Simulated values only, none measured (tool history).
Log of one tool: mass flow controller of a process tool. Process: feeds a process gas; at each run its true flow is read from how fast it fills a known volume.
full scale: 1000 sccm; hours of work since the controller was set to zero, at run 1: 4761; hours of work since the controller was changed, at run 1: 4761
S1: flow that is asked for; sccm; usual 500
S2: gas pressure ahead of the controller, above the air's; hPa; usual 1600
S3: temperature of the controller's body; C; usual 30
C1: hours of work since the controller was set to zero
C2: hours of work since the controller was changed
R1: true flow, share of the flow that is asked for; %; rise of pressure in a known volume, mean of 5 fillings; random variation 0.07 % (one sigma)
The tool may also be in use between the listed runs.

run,hour,S1,S2,S3,C1,C2,R1
1,0.0,500,1600,30,4761,4761,99.34
2,140.8,500,1600,30,4864,4864,99.21
3,314.4,500,1600,30,4991,4991,99.24
4,402.9,500,1830,30,5055,5055,99.23
5,481.3,147,1600,30,5112,5112,104.21
# hour 508.7: controller's zero set anew
6,595.9,500,1600,30,64,5195,96.96
7,748.5,500,1600,30,175,5307,97.09
8,930.2,500,1600,30,307,5439,97.13
9,1092.9,500,1600,30,426,5558,97.08
10,1224.3,500,1600,30,522,5653,97.15
11,1322.1,500,1600,30,593,5725,97.03
12,1452.7,500,2470,30,688,5820,97.21
13,1623.6,500,1600,35,813,5944,97.12
14,1754.6,500,1600,35,908,6040,97.09
15,1882.3,500,1600,35,1001,6133,97.02
16,1958.0,500,1600,35,1056,6188,97.06
17,2144.9,500,2400,31,1192,6324,97.25
18,2258.2,500,2400,31,1275,6407,97.23
19,2427.0,500,2400,31,1398,6530,97.28
20,2544.5,500,2400,31,1484,6616,97.29
21,2678.0,874,2750,30,1581,6713,97.64
22,2775.1,286,2430,30,1652,6784,97.52
23,2887.8,286,2430,30,1734,6866,97.62
24,2983.0,286,2430,30,1803,6935,97.55
25,3152.8,805,2020,30,1927,7059,97.41

How the hidden state differs across the entries between the runs, from the last listed run before each to the first after it:
Between runs 5 and 6: controller's zero set anew (hour 508.7)
  flow at rest that the sensor doesn't see, % of full scale: 1.121 -> 0.029; true flow over the shown one, %: -1.98 -> -2.01
  measured less the result without the state, R1: +5.65 -> -1.95 %
